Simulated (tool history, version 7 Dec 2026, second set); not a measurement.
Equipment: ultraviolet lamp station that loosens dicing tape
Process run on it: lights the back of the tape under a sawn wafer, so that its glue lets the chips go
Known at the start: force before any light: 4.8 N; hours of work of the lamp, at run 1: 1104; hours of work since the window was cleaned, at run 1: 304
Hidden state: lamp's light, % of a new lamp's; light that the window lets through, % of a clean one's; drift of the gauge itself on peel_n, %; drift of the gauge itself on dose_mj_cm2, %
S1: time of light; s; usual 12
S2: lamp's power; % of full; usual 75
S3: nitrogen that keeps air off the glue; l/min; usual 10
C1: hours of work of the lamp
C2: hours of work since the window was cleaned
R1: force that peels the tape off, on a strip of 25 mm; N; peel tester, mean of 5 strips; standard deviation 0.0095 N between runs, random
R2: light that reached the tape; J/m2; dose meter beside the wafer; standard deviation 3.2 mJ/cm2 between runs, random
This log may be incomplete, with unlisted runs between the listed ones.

Run 1, day 0.000: usual settings; C1 1104; C2 304. Result: R1 1.105 N, R2 2770 J/m2.
Run 2, day 1.250: usual settings; C1 1124; C2 325. Result: R1 1.127 N, R2 2750 J/m2.
At day 2.012: window cleaned of glue's vapour.
Run 3, day 2.208: usual settings; C1 1140; C2 3. Result: R1 1.191 N, R2 2580 J/m2.
Run 4, day 3.117: usual settings; C1 1155; C2 18. Result: R1 1.274 N, R2 2610 J/m2.
Run 5, day 4.583: usual settings but S3 12 l/min; C1 1180; C2 43. Result: R1 1.173 N, R2 2530 J/m2.
Run 6, day 5.671: usual settings but S3 12 l/min; C1 1198; C2 61. Result: R1 1.201 N, R2 2570 J/m2.
At day 6.275: window cleaned of glue's vapour, once more.
Run 7, day 6.967: usual settings but S2 65 % of full; C1 1219; C2 12. Result: R1 1.363 N, R2 2380 J/m2.
Run 8, day 9.062: usual settings but S2 65 % of full; C1 1254; C2 47. Result: R1 1.379 N, R2 2360 J/m2.
At day 10.046: lamp changed.
Run 9, day 10.133: usual settings but S2 65 % of full; C1 1; C2 64. Result: R1 0.575 N, R2 4170 J/m2.
Run 10, day 11.925: usual settings but S1 22 s, S2 65 % of full; C1 31; C2 94. Result: R1 0.160 N, R2 7510 J/m2.
Run 11, day 13.321: usual settings but S1 22 s, S2 65 % of full; C1 55; C2 117. Result: R1 0.160 N, R2 7410 J/m2.
Run 12, day 14.208: usual settings but S1 22 s, S2 71 % of full; C1 70; C2 132. Result: R1 0.149 N, R2 8050 J/m2.
Run 13, day 16.025: usual settings but S1 22 s, S2 71 % of full; C1 100; C2 162. Result: R1 0.152 N, R2 7880 J/m2.
Run 14, day 17.962: usual settings but S2 76 % of full; C1 132; C2 195. Result: R1 0.479 N, R2 4520 J/m2.
Run 15, day 20.004: usual settings but S2 76 % of full, S3 12 l/min; C1 166; C2 229. Result: R1 0.447 N, R2 4430 J/m2.
Run 16, day 22.138: usual settings but S2 76 % of full, S3 12 l/min; C1 202; C2 264. Result: R1 0.491 N, R2 4340 J/m2.
Run 17, day 23.825: usual settings but S2 76 % of full, S3 12 l/min; C1 230; C2 292. Result: R1 0.490 N, R2 4260 J/m2.
Run 18, day 24.712: usual settings but S2 76 % of full, S3 12 l/min; C1 245; C2 307. Result: R1 0.478 N, R2 4260 J/m2.
Run 19, day 26.042: usual settings but S2 84 % of full, S3 5 l/min; C1 267; C2 329. Result: R1 0.712 N, R2 4620 J/m2.
At day 26.633: window cleaned of glue's vapour.
Run 20, day 27.138: usual settings but S2 77 % of full, S3 4 l/min; C1 285; C2 8. Result: R1 0.864 N, R2 4520 J/m2.
Run 21, day 29.279: usual settings but S1 7 s, S2 90 % of full, S3 9 l/min; C1 321; C2 44. Result: R1 1.067 N, R2 3030 J/m2.
Run 22, day 31.304: usual settings but S1 7 s, S2 90 % of full, S3 9 l/min; C1 355; C2 78. Result: R1 1.068 N, R2 2950 J/m2.
Run 23, day 33.321: usual settings but S1 7 s, S2 90 % of full, S3 9 l/min; C1 388; C2 112. Result: R1 1.105 N, R2 2880 J/m2.
Run 24, day 34.754: usual settings but S1 8 s, S2 62 % of full, S3 4 l/min; C1 412; C2 136. Result: R1 2.033 N, R2 2260 J/m2.
Run 25, day 36.588: usual settings but S1 8 s, S2 62 % of full, S3 4 l/min; C1 443; C2 166. Result: R1 2.042 N, R2 2230 J/m2.
Run 26, day 37.779: usual settings but S1 7 s, S2 62 % of full, S3 3 l/min; C1 463; C2 186. Result: R1 2.466 N, R2 1900 J/m2.
Run 27, day 38.900: usual settings but S1 9 s; C1 481; C2 205. Result: R1 1.066 N, R2 2950 J/m2.
Run 28, day 40.625: usual settings but S1 7 s, S2 85 % of full, S3 9 l/min; C1 510; C2 234. Result: R1 1.361 N, R2 2500 J/m2.
Run 29, day 41.804: usual settings but S1 7 s, S3 17 l/min; C1 530; C2 253. Result: R1 1.261 N, R2 2180 J/m2.
Run 30, day 43.875: usual settings but S1 8 s; C1 565; C2 288. Result: R1 1.364 N, R2 2470 J/m2.
Run 31, day 45.867: usual settings but S1 7 s, S2 88 % of full, S3 7 l/min; C1 598; C2 321. Result: R1 1.496 N, R2 2440 J/m2.
At day 46.892: window cleaned of glue's vapour.
Run 32, day 46.975: usual settings but S1 9 s, S2 85 % of full, S3 13 l/min; C1 616; C2 1. Result: R1 0.793 N, R2 3260 J/m2.
Run 33, day 48.933: usual settings but S1 15 s, S2 64 % of full, S3 5 l/min; C1 649; C2 34. Result: R1 0.925 N, R2 4030 J/m2.
Run 34, day 51.125: usual settings but S1 15 s, S2 64 % of full, S3 18 l/min; C1 685; C2 71. Result: R1 0.495 N, R2 3910 J/m2.

What if the next run were any one of these 5? Each begins from the tool's condition after run 34:
Run A, day 52.754: usual settings but S1 15 s, S2 64 % of full, S3 15 l/min; C1 712; C2 98. Result: R1 ?, R2 ?.
Run B, day 52.754: usual settings but S1 13 s, S2 82 % of full, S3 6 l/min; C1 712; C2 98. Result: R1 ?, R2 ?.
Run C, day 52.754: usual settings but S2 72 % of full, S3 14 l/min; C1 712; C2 98. Result: R1 ?, R2 ?.
Run D, day 52.754: usual settings but S2 62 % of full, S3 8 l/min; C1 712; C2 98. Result: R1 ?, R2 ?.
Run E, day 52.754: usual settings but S1 8 s, S2 92 % of full, S3 6 l/min; C1 712; C2 98. Result: R1 ?, R2 ?.

run     R1    R2
  A  0.552  3850
  B  0.749  4240
  C  0.689  3420
  D  1.146  2920
  E  1.317  2940
Without the tool's unlogged condition, the same runs would have read:
run     R1    R2
  A  0.277  5280
  B  0.403  5830
  C  0.361  4690
  D  0.689  4020
  E  0.831  4030

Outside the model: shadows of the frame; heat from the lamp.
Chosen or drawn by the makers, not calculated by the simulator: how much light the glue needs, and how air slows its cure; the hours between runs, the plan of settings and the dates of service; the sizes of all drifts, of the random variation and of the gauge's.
